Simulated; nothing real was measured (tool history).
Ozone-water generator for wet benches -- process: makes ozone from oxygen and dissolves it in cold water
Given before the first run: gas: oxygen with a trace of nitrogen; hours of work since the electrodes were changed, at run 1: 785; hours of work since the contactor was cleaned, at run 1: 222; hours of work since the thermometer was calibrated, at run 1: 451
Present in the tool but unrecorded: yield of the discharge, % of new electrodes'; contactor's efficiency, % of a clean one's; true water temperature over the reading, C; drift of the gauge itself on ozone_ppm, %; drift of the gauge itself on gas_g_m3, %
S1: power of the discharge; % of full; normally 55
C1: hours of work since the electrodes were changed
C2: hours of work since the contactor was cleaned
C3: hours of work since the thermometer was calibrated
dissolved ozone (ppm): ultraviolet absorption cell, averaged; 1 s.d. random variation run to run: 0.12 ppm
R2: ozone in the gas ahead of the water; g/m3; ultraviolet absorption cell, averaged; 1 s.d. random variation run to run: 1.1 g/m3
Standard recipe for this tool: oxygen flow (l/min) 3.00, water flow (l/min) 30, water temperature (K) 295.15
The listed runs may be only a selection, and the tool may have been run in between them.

{"run": 1, "hour": 0.0, "S1": 55, "oxygen flow (l/min)": 3.0, "water flow (l/min)": 30, "water temperature (K)": 295.15, "C1": 785, "C2": 222, "C3": 451, "dissolved ozone (ppm)": 11.4, "R2": 201.3}
{"run": 2, "hour": 25.9, "S1": 55, "oxygen flow (l/min)": 3.0, "water flow (l/min)": 30, "water temperature (K)": 295.15, "C1": 810, "C2": 247, "C3": 476, "dissolved ozone (ppm)": 11.1, "R2": 201.9}
{"run": 3, "hour": 39.7, "S1": 55, "oxygen flow (l/min)": 3.0, "water flow (l/min)": 30, "water temperature (K)": 295.15, "C1": 823, "C2": 261, "C3": 490, "dissolved ozone (ppm)": 11.1, "R2": 203.4}
{"run": 4, "hour": 60.5, "S1": 55, "oxygen flow (l/min)": 3.0, "water flow (l/min)": 30, "water temperature (K)": 295.15, "C1": 843, "C2": 281, "C3": 510, "dissolved ozone (ppm)": 11.1, "R2": 202.0}
{"run": 5, "hour": 87.2, "S1": 55, "oxygen flow (l/min)": 3.0, "water flow (l/min)": 30, "water temperature (K)": 295.15, "C1": 870, "C2": 307, "C3": 536, "dissolved ozone (ppm)": 11.0, "R2": 202.5}
{"run": 6, "hour": 115.4, "S1": 55, "oxygen flow (l/min)": 3.0, "water flow (l/min)": 30, "water temperature (K)": 295.15, "C1": 897, "C2": 334, "C3": 563, "dissolved ozone (ppm)": 11.3, "R2": 203.0}
{"run": 7, "hour": 147.7, "S1": 55, "oxygen flow (l/min)": 3.0, "water flow (l/min)": 30, "water temperature (K)": 295.15, "C1": 928, "C2": 366, "C3": 595, "dissolved ozone (ppm)": 11.3, "R2": 203.9}
{"run": 8, "hour": 160.8, "S1": 55, "oxygen flow (l/min)": 2.62, "water flow (l/min)": 30, "water temperature (K)": 295.15, "C1": 941, "C2": 379, "C3": 608, "dissolved ozone (ppm)": 10.9, "R2": 217.5}
{"run": 9, "hour": 179.6, "S1": 55, "oxygen flow (l/min)": 2.62, "water flow (l/min)": 30, "water temperature (K)": 295.15, "C1": 960, "C2": 397, "C3": 626, "dissolved ozone (ppm)": 11.0, "R2": 215.9}
{"run": 10, "hour": 198.7, "S1": 55, "oxygen flow (l/min)": 2.62, "water flow (l/min)": 30, "water temperature (K)": 295.15, "C1": 978, "C2": 416, "C3": 645, "dissolved ozone (ppm)": 11.2, "R2": 218.3}
{"run": 11, "hour": 220.1, "S1": 55, "oxygen flow (l/min)": 4.72, "water flow (l/min)": 30, "water temperature (K)": 295.15, "C1": 999, "C2": 436, "C3": 665, "dissolved ozone (ppm)": 12.0, "R2": 159.0}
{"run": 12, "hour": 243.9, "S1": 55, "oxygen flow (l/min)": 3.0, "water flow (l/min)": 30, "water temperature (K)": 295.15, "C1": 1022, "C2": 459, "C3": 689, "dissolved ozone (ppm)": 11.2, "R2": 201.9}
{"run": 13, "hour": 275.3, "S1": 55, "oxygen flow (l/min)": 3.0, "water flow (l/min)": 30, "water temperature (K)": 295.15, "C1": 1053, "C2": 490, "C3": 719, "dissolved ozone (ppm)": 11.2, "R2": 200.2}
{"run": 14, "hour": 303.3, "S1": 55, "oxygen flow (l/min)": 2.67, "water flow (l/min)": 30, "water temperature (K)": 295.15, "C1": 1080, "C2": 517, "C3": 747, "dissolved ozone (ppm)": 10.8, "R2": 212.9}
{"run": 15, "hour": 319.9, "S1": 55, "oxygen flow (l/min)": 3.0, "water flow (l/min)": 30, "water temperature (K)": 295.15, "C1": 1096, "C2": 534, "C3": 763, "dissolved ozone (ppm)": 11.4, "R2": 200.5}
{"run": 16, "hour": 333.0, "S1": 55, "oxygen flow (l/min)": 3.0, "water flow (l/min)": 30, "water temperature (K)": 295.15, "C1": 1109, "C2": 546, "C3": 775, "dissolved ozone (ppm)": 11.1, "R2": 200.9}
{"run": 17, "hour": 359.5, "S1": 55, "oxygen flow (l/min)": 3.0, "water flow (l/min)": 32, "water temperature (K)": 295.15, "C1": 1135, "C2": 572, "C3": 801, "dissolved ozone (ppm)": 10.6, "R2": 200.0}
{"run": 18, "hour": 389.0, "S1": 55, "oxygen flow (l/min)": 3.0, "water flow (l/min)": 32, "water temperature (K)": 295.15, "C1": 1164, "C2": 601, "C3": 830, "dissolved ozone (ppm)": 10.4, "R2": 201.0}
{"run": 19, "hour": 419.0, "S1": 66, "oxygen flow (l/min)": 2.07, "water flow (l/min)": 19, "water temperature (K)": 292.15, "C1": 1193, "C2": 630, "C3": 859, "dissolved ozone (ppm)": 19.3, "R2": 285.0}
{"run": 20, "hour": 447.5, "S1": 55, "oxygen flow (l/min)": 3.0, "water flow (l/min)": 36, "water temperature (K)": 295.15, "C1": 1221, "C2": 658, "C3": 887, "dissolved ozone (ppm)": 9.5, "R2": 199.3}
{"run": 21, "hour": 463.6, "S1": 55, "oxygen flow (l/min)": 3.0, "water flow (l/min)": 36, "water temperature (K)": 295.15, "C1": 1236, "C2": 674, "C3": 903, "dissolved ozone (ppm)": 9.4, "R2": 199.5}
{"run": 22, "hour": 481.9, "S1": 94, "oxygen flow (l/min)": 3.0, "water flow (l/min)": 36, "water temperature (K)": 295.15, "C1": 1254, "C2": 691, "C3": 920, "dissolved ozone (ppm)": 14.7, "R2": 315.3}
{"run": 23, "hour": 506.3, "S1": 55, "oxygen flow (l/min)": 3.0, "water flow (l/min)": 30, "water temperature (K)": 289.15, "C1": 1278, "C2": 715, "C3": 944, "dissolved ozone (ppm)": 11.6, "R2": 201.4}
{"run": 24, "hour": 527.3, "S1": 55, "oxygen flow (l/min)": 3.65, "water flow (l/min)": 30, "water temperature (K)": 290.15, "C1": 1298, "C2": 736, "C3": 965, "dissolved ozone (ppm)": 12.2, "R2": 181.2}
{"run": 25, "hour": 543.5, "S1": 55, "oxygen flow (l/min)": 3.65, "water flow (l/min)": 30, "water temperature (K)": 290.15, "C1": 1314, "C2": 751, "C3": 980, "dissolved ozone (ppm)": 12.4, "R2": 182.4}
{"run": 26, "hour": 566.3, "S1": 68, "oxygen flow (l/min)": 3.65, "water flow (l/min)": 19, "water temperature (K)": 290.15, "C1": 1336, "C2": 774, "C3": 1003, "dissolved ozone (ppm)": 21.8, "R2": 212.8}
{"run": 27, "hour": 586.3, "S1": 68, "oxygen flow (l/min)": 3.65, "water flow (l/min)": 26, "water temperature (K)": 297.15, "C1": 1356, "C2": 793, "C3": 1022, "dissolved ozone (ppm)": 15.6, "R2": 212.3}
{"run": 28, "hour": 605.5, "S1": 68, "oxygen flow (l/min)": 3.65, "water flow (l/min)": 26, "water temperature (K)": 297.15, "C1": 1374, "C2": 812, "C3": 1041, "dissolved ozone (ppm)": 15.8, "R2": 215.5}
{"run": 29, "hour": 621.5, "S1": 68, "oxygen flow (l/min)": 3.65, "water flow (l/min)": 26, "water temperature (K)": 297.15, "C1": 1390, "C2": 827, "C3": 1057, "dissolved ozone (ppm)": 15.8, "R2": 214.4}
{"run": 30, "hour": 640.1, "S1": 69, "oxygen flow (l/min)": 3.0, "water flow (l/min)": 30, "water temperature (K)": 295.15, "C1": 1408, "C2": 846, "C3": 1075, "dissolved ozone (ppm)": 13.5, "R2": 242.5}
{"run": 31, "hour": 658.5, "S1": 55, "oxygen flow (l/min)": 3.07, "water flow (l/min)": 30, "water temperature (K)": 296.15, "C1": 1426, "C2": 863, "C3": 1093, "dissolved ozone (ppm)": 11.2, "R2": 196.5}
{"run": 32, "hour": 672.6, "S1": 67, "oxygen flow (l/min)": 2.05, "water flow (l/min)": 30, "water temperature (K)": 299.15, "C1": 1440, "C2": 877, "C3": 1106, "dissolved ozone (ppm)": 11.9, "R2": 287.8}
{"run": 33, "hour": 704.2, "S1": 67, "oxygen flow (l/min)": 3.85, "water flow (l/min)": 30, "water temperature (K)": 302.15, "C1": 1471, "C2": 908, "C3": 1137, "dissolved ozone (ppm)": 12.9, "R2": 205.5}
{"run": 34, "hour": 733.5, "S1": 96, "oxygen flow (l/min)": 2.72, "water flow (l/min)": 21, "water temperature (K)": 296.15, "C1": 1499, "C2": 936, "C3": 1166, "dissolved ozone (ppm)": 24.8, "R2": 335.9}

3 options for the next run, each taken on its own from the tool as it stands now. Forecast them:
{"hour": 750.4, "done": "gauge calibrated"}
{"run": "A", "hour": 765.2, "S1": 55, "oxygen flow (l/min)": 4.77, "water flow (l/min)": 20, "water temperature (K)": 295.15, "C1": 1530, "C2": 967, "C3": 1197, "dissolved ozone (ppm)": "?", "R2": "?"}
{"hour": 750.4, "done": "gauge calibrated"}
{"run": "B", "hour": 765.2, "S1": 69, "oxygen flow (l/min)": 1.62, "water flow (l/min)": 46, "water temperature (K)": 296.15, "C1": 1530, "C2": 967, "C3": 1197, "dissolved ozone (ppm)": "?", "R2": "?"}
{"hour": 750.4, "done": "gauge calibrated"}
{"run": "C", "hour": 765.2, "S1": 55, "oxygen flow (l/min)": 2.84, "water flow (l/min)": 30, "water temperature (K)": 288.15, "C1": 1530, "C2": 967, "C3": 1197, "dissolved ozone (ppm)": "?", "R2": "?"}

run=A dissolved_ozone_(ppm)=16.6 R2=159.4
run=B dissolved_ozone_(ppm)=7.3 R2=344.4
run=C dissolved_ozone_(ppm)=11.7 R2=210.0
Without the tool's unlogged condition, the same runs would have read:
run=A dissolved_ozone_(ppm)=16.6 R2=159.6
run=B dissolved_ozone_(ppm)=7.3 R2=344.9
run=C dissolved_ozone_(ppm)=11.7 R2=210.3
